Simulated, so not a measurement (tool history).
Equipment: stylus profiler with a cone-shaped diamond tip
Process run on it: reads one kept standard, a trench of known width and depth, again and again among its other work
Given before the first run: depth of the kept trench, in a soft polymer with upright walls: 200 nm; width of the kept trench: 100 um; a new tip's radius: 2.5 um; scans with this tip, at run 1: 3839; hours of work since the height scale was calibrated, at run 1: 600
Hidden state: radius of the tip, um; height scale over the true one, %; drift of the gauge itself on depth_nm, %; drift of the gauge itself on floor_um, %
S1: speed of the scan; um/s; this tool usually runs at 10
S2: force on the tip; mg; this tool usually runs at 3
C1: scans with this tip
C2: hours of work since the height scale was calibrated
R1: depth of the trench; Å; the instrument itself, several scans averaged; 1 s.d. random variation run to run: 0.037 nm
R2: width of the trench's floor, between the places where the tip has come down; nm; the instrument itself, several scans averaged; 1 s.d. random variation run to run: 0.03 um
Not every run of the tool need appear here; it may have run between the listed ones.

run	hour	S1	S2	C1	C2	R1	R2
1	0	10	3	3839	600	2029.2	97940
2	25.4	8	3	3916	612	2029.6	97950
3	47.8	8	3.27	3984	623	2030.9	97910
4	85.9	10	4.08	4100	641	2035.4	97960
5	121.1	2	4.08	4207	658	2036.3	97930
6	146.3	10	3	4284	670	2029.4	97920
7	181.5	13	3	4391	687	2029.2	97940
8	217.3	13	3	4500	704	2029.8	97930
9	243.9	10	2.44	4581	716	2026.3	97870
10	278.3	10	2.44	4685	733	2026.1	97970
11	313.9	10	2.44	4794	750	2025.5	97870
12	341.1	9	2.44	4877	763	2026.2	97940
13	362.8	10	3	4943	773	2029	97950
14	387.5	10	3	5018	785	2029.8	97890

Run 15 is up next; what results do you expect?
15	414.2	9	5.31	5099	797	?	?

Run 15 produced R1 2042.8 Å, R2 97990 nm.
Had the tool carried no hidden state, the very same run would have given R1 2040.2 Å, R2 98070 nm.
